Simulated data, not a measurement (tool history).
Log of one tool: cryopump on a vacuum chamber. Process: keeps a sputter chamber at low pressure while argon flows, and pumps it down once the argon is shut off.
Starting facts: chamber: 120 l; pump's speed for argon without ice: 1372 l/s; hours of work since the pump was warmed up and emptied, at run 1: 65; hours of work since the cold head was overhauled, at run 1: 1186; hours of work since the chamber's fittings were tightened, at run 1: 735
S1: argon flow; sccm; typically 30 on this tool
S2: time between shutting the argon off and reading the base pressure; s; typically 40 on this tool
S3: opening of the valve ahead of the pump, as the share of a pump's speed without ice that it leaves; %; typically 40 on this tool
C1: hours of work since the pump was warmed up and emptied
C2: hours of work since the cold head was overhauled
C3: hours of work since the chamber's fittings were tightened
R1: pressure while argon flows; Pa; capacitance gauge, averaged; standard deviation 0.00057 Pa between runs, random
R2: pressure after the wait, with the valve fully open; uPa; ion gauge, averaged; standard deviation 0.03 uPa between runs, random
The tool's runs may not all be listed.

run,hour,S1,S2,S3,C1,C2,C3,R1,R2
1,0,30,40,40,65,1186,735,0.0936,2.06
2,82.7,30,40,40,133,1254,803,0.0926,2.05
3,148.6,30,40,40,187,1309,858,0.0932,2.12
4,238.1,30,23,40,262,1383,932,0.0952,3.03
5,332.3,19,40,40,339,1461,1010,0.0608,2.26
# hour 387.9: leaking fittings of the chamber tightened, without venting
6,400.9,30,40,40,395,1516,11,0.0948,1.53
7,473.6,16,270,42,455,1576,71,0.0492,0.47

What will run 8 give?
8,539.4,16,270,42,509,1630,125,?,?

Run 8 came out at R1 0.048 Pa, R2 0.56 uPa.
If the tool had no hidden condition, the same run with the same run-to-run variation would have returned R1 0.0463 Pa, R2 0.44 uPa.
